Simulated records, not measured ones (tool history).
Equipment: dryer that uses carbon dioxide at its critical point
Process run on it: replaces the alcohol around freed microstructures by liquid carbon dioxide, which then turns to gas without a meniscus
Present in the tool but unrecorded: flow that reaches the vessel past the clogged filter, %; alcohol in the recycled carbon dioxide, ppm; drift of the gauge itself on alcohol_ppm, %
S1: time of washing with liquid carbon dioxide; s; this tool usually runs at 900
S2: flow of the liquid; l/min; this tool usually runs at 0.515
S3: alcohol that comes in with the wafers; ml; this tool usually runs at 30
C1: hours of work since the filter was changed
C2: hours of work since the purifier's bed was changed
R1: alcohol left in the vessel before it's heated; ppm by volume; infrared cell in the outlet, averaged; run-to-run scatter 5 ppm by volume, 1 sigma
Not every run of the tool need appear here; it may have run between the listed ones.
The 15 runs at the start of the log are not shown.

{"run": 16, "day": 9.8, "S1": 900, "S2": 0.515, "S3": 30, "C1": 335, "C2": 249, "R1": 122}
{"run": 17, "day": 10.583, "S1": 900, "S2": 0.515, "S3": 30, "C1": 344, "C2": 259, "R1": 123}
{"run": 18, "day": 11.396, "S1": 900, "S2": 0.515, "S3": 30, "C1": 354, "C2": 269, "R1": 107}
{"run": 19, "day": 12.367, "S1": 660, "S2": 0.515, "S3": 64, "C1": 366, "C2": 281, "R1": 786}
{"run": 20, "day": 13.333, "S1": 900, "S2": 0.439, "S3": 43, "C1": 378, "C2": 293, "R1": 308}
{"run": 21, "day": 14.029, "S1": 900, "S2": 0.439, "S3": 43, "C1": 387, "C2": 302, "R1": 311}
{"run": 22, "day": 14.75, "S1": 900, "S2": 0.515, "S3": 29, "C1": 396, "C2": 311, "R1": 138}
{"run": 23, "day": 15.208, "S1": 1320, "S2": 0.456, "S3": 24, "C1": 402, "C2": 316, "R1": 82}
{"run": 24, "day": 16.058, "S1": 720, "S2": 0.865, "S3": 59, "C1": 412, "C2": 327, "R1": 95}
{"run": 25, "day": 16.571, "S1": 540, "S2": 0.865, "S3": 83, "C1": 418, "C2": 333, "R1": 270}
{"run": 26, "day": 17.283, "S1": 780, "S2": 0.515, "S3": 30, "C1": 427, "C2": 342, "R1": 242}
{"run": 27, "day": 17.796, "S1": 720, "S2": 0.604, "S3": 95, "C1": 433, "C2": 348, "R1": 435}
{"run": 28, "day": 18.508, "S1": 540, "S2": 0.515, "S3": 38, "C1": 442, "C2": 357, "R1": 1140}
{"run": 29, "day": 19.088, "S1": 1020, "S2": 0.714, "S3": 88, "C1": 449, "C2": 364, "R1": 84}
{"run": 30, "day": 20.029, "S1": 1020, "S2": 0.714, "S3": 88, "C1": 461, "C2": 376, "R1": 91}
{"run": 31, "day": 20.675, "S1": 1020, "S2": 0.539, "S3": 88, "C1": 469, "C2": 384, "R1": 172}
{"run": 32, "day": 21.462, "S1": 540, "S2": 0.373, "S3": 30, "C1": 479, "C2": 394, "R1": 2381}
{"run": 33, "day": 22.042, "S1": 720, "S2": 0.356, "S3": 30, "C1": 486, "C2": 401, "R1": 1221}
{"run": 34, "day": 22.996, "S1": 720, "S2": 0.356, "S3": 30, "C1": 498, "C2": 413, "R1": 1254}
{"run": 35, "day": 23.962, "S1": 720, "S2": 0.356, "S3": 30, "C1": 510, "C2": 425, "R1": 1277}

Forecast each of these 5 alternatives for the next run:
{"run": "A", "day": 24.525, "S1": 900, "S2": 0.515, "S3": 57, "C1": 517, "C2": 432, "R1": "?"}
{"run": "B", "day": 24.525, "S1": 900, "S2": 0.352, "S3": 30, "C1": 517, "C2": 432, "R1": "?"}
{"run": "C", "day": 24.525, "S1": 1080, "S2": 0.34, "S3": 118, "C1": 517, "C2": 432, "R1": "?"}
{"run": "D", "day": 24.525, "S1": 540, "S2": 0.515, "S3": 30, "C1": 517, "C2": 432, "R1": "?"}
{"run": "E", "day": 24.525, "S1": 720, "S2": 0.383, "S3": 30, "C1": 517, "C2": 432, "R1": "?"}

run=A R1=262
run=B R1=651
run=C R1=1244
run=D R1=979
run=E R1=1015
Without the tool's unlogged condition, the same runs would have read:
run=A R1=64
run=B R1=280
run=C R1=522
run=D R1=488
run=E R1=507

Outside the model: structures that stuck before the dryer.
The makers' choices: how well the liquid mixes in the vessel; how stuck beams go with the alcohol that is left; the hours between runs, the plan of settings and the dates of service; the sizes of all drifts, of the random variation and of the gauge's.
